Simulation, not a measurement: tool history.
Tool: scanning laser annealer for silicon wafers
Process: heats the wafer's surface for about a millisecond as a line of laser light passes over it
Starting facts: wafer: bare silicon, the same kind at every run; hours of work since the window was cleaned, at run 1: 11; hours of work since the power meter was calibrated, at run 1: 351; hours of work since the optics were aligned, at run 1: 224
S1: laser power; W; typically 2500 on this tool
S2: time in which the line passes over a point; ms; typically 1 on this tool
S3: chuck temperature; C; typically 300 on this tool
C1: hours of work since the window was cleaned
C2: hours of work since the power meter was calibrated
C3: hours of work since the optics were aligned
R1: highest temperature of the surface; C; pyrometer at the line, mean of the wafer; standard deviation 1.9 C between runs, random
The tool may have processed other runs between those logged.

{"run": 1, "day": 0.0, "S1": 2500, "S2": 1, "S3": 300, "C1": 11, "C2": 351, "C3": 224, "R1": 1099}
{"run": 2, "day": 0.492, "S1": 2500, "S2": 1, "S3": 300, "C1": 17, "C2": 357, "C3": 230, "R1": 1098}
{"run": 3, "day": 1.192, "S1": 2500, "S2": 1, "S3": 300, "C1": 26, "C2": 365, "C3": 239, "R1": 1096}
{"run": 4, "day": 2.071, "S1": 2500, "S2": 1.04, "S3": 300, "C1": 37, "C2": 376, "C3": 249, "R1": 1115}
{"run": 5, "day": 2.708, "S1": 2500, "S2": 1.04, "S3": 300, "C1": 44, "C2": 384, "C3": 257, "R1": 1115}
{"run": 6, "day": 3.438, "S1": 2500, "S2": 1, "S3": 300, "C1": 53, "C2": 393, "C3": 266, "R1": 1095}
{"run": 7, "day": 4.083, "S1": 2500, "S2": 1, "S3": 300, "C1": 61, "C2": 401, "C3": 274, "R1": 1096}
{"run": 8, "day": 5.008, "S1": 2500, "S2": 1, "S3": 300, "C1": 72, "C2": 412, "C3": 285, "R1": 1097}
{"run": 9, "day": 5.45, "S1": 2500, "S2": 1, "S3": 300, "C1": 78, "C2": 417, "C3": 291, "R1": 1094}
{"run": 10, "day": 6.1, "S1": 2500, "S2": 1, "S3": 300, "C1": 86, "C2": 425, "C3": 299, "R1": 1092}
{"run": 11, "day": 6.729, "S1": 2500, "S2": 1, "S3": 300, "C1": 93, "C2": 433, "C3": 306, "R1": 1094}
{"run": 12, "day": 7.317, "S1": 2500, "S2": 1, "S3": 300, "C1": 101, "C2": 440, "C3": 313, "R1": 1093}
{"run": 13, "day": 7.8, "S1": 2500, "S2": 1, "S3": 300, "C1": 107, "C2": 446, "C3": 319, "R1": 1092}
{"run": 14, "day": 8.65, "S1": 2500, "S2": 1, "S3": 300, "C1": 117, "C2": 457, "C3": 330, "R1": 1094}
{"run": 15, "day": 9.546, "S1": 2500, "S2": 1, "S3": 300, "C1": 128, "C2": 468, "C3": 341, "R1": 1090}
{"run": 16, "day": 10.312, "S1": 2500, "S2": 1, "S3": 300, "C1": 137, "C2": 477, "C3": 350, "R1": 1091}
{"run": 17, "day": 11.238, "S1": 2500, "S2": 0.97, "S3": 300, "C1": 149, "C2": 488, "C3": 361, "R1": 1077}
{"run": 18, "day": 11.658, "S1": 2500, "S2": 0.97, "S3": 300, "C1": 154, "C2": 493, "C3": 366, "R1": 1076}
{"run": 19, "day": 12.358, "S1": 2500, "S2": 0.97, "S3": 300, "C1": 162, "C2": 502, "C3": 375, "R1": 1079}
{"run": 20, "day": 13.042, "S1": 2500, "S2": 0.97, "S3": 300, "C1": 171, "C2": 510, "C3": 383, "R1": 1077}
{"run": 21, "day": 13.575, "S1": 2150, "S2": 1, "S3": 274, "C1": 177, "C2": 517, "C3": 390, "R1": 942}
{"run": 22, "day": 14.471, "S1": 2180, "S2": 0.78, "S3": 334, "C1": 188, "C2": 528, "C3": 401, "R1": 932}
{"run": 23, "day": 15.179, "S1": 2346, "S2": 0.78, "S3": 334, "C1": 197, "C2": 536, "C3": 409, "R1": 982}
{"day": 15.462, "done": "optics aligned, line set to its width"}
{"run": 24, "day": 15.992, "S1": 2346, "S2": 0.78, "S3": 334, "C1": 204, "C2": 544, "C3": 7, "R1": 982}
{"run": 25, "day": 16.85, "S1": 2231, "S2": 0.8, "S3": 334, "C1": 215, "C2": 554, "C3": 17, "R1": 953}
{"run": 26, "day": 17.767, "S1": 2231, "S2": 0.8, "S3": 334, "C1": 226, "C2": 565, "C3": 28, "R1": 953}
{"run": 27, "day": 18.738, "S1": 2485, "S2": 0.89, "S3": 313, "C1": 238, "C2": 577, "C3": 40, "R1": 1051}
{"run": 28, "day": 19.575, "S1": 2256, "S2": 1, "S3": 300, "C1": 248, "C2": 588, "C3": 50, "R1": 1004}
{"day": 20.071, "done": "optics aligned, line set to its width, once more"}
{"run": 29, "day": 20.767, "S1": 2256, "S2": 1, "S3": 300, "C1": 260, "C2": 600, "C3": 9, "R1": 1007}
{"run": 30, "day": 21.183, "S1": 2475, "S2": 1.21, "S3": 304, "C1": 265, "C2": 605, "C3": 14, "R1": 1166}
{"run": 31, "day": 21.667, "S1": 2500, "S2": 0.87, "S3": 302, "C1": 271, "C2": 611, "C3": 20, "R1": 1034}
{"run": 32, "day": 22.354, "S1": 2500, "S2": 0.7, "S3": 325, "C1": 279, "C2": 619, "C3": 28, "R1": 976}
{"run": 33, "day": 22.862, "S1": 2500, "S2": 0.7, "S3": 325, "C1": 285, "C2": 625, "C3": 34, "R1": 977}
{"run": 34, "day": 23.521, "S1": 2500, "S2": 0.7, "S3": 325, "C1": 294, "C2": 633, "C3": 42, "R1": 977}
{"run": 35, "day": 24.112, "S1": 2461, "S2": 1.07, "S3": 322, "C1": 301, "C2": 640, "C3": 49, "R1": 1122}
{"run": 36, "day": 24.708, "S1": 2330, "S2": 0.83, "S3": 264, "C1": 308, "C2": 648, "C3": 57, "R1": 924}
{"run": 37, "day": 25.288, "S1": 2352, "S2": 1, "S3": 303, "C1": 315, "C2": 655, "C3": 64, "R1": 1043}

What does the tool deliver on the next run?
{"run": 38, "day": 26.192, "S1": 2352, "S2": 1, "S3": 303, "C1": 326, "C2": 666, "C3": 75, "R1": "?"}

R1: 1038 C
With no hidden state in the tool, this same run would have given R1 1051 C.
